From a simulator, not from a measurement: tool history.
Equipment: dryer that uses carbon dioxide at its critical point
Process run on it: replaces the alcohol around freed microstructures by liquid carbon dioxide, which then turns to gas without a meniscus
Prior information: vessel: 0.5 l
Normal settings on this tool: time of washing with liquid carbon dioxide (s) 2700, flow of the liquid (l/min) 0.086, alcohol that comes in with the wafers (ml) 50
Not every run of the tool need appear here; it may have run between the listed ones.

| run | hour | time of washing with liquid carbon dioxide (s) | flow of the liquid (l/min) | alcohol that comes in with the wafers (ml) | alcohol left in the vessel before it's heated (ppm by volume) |
|---|---|---|---|---|---|
| 1 | 0 | 2700 | 0.086 | 50 | 229 |
| 2 | 12.2 | 2700 | 0.086 | 50 | 229 |
| 3 | 19.6 | 2700 | 0.086 | 50 | 229 |
| 4 | 35.1 | 2700 | 0.086 | 50 | 234 |
| 5 | 48.3 | 2700 | 0.1287 | 50 | 41 |
| 6 | 58.2 | 2700 | 0.1287 | 50 | 33 |
| 7 | 65 | 2700 | 0.1287 | 50 | 47 |
| 8 | 72.6 | 2700 | 0.1287 | 50 | 41 |
| 9 | 86.3 | 2700 | 0.1287 | 50 | 37 |
| 10 | 96.8 | 2700 | 0.1287 | 50 | 45 |
| 11 | 104.7 | 2700 | 0.086 | 38 | 200 |
| 12 | 116.5 | 2700 | 0.0986 | 50 | 125 |
| 13 | 125.4 | 2700 | 0.0986 | 50 | 113 |
| 14 | 138.5 | 4140 | 0.0771 | 34 | 46 |
| 15 | 151.3 | 4140 | 0.0771 | 34 | 62 |
| 16 | 166.9 | 3240 | 0.0771 | 44 | 171 |
| 17 | 179.2 | 2520 | 0.0533 | 21 | 1437 |
| 18 | 194.2 | 2520 | 0.0533 | 21 | 1449 |
| 19 | 203.1 | 2520 | 0.0533 | 21 | 1438 |
| 20 | 213.9 | 2520 | 0.0533 | 21 | 1446 |
| 21 | 224.3 | 2520 | 0.0533 | 21 | 1407 |
| 22 | 236.8 | 1680 | 0.0966 | 21 | 628 |
| 23 | 250.6 | 1920 | 0.0966 | 21 | 366 |
| 24 | 260.4 | 3660 | 0.086 | 31 | 51 |
| 25 | 268.7 | 4200 | 0.0557 | 50 | 319 |
| 26 | 279 | 4200 | 0.0557 | 50 | 325 |

3 ways to go on from here, each from the tool as it stands after run 26. What would each give?
| A | 288.7 | 4200 | 0.0557 | 41 | ? |
| B | 288.7 | 1620 | 0.1335 | 50 | ? |
| C | 288.7 | 3120 | 0.0557 | 32 | ? |

| run | alcohol left in the vessel before it's heated (ppm by volume) |
|---|---|
| A | 270 |
| B | 370 |
| C | 857 |
With the hidden condition removed and each run's random variation left untouched, the same runs would have given:
| run | alcohol left in the vessel before it's heated (ppm by volume) |
|---|---|
| A | 99 |
| B | 147 |
| C | 433 |
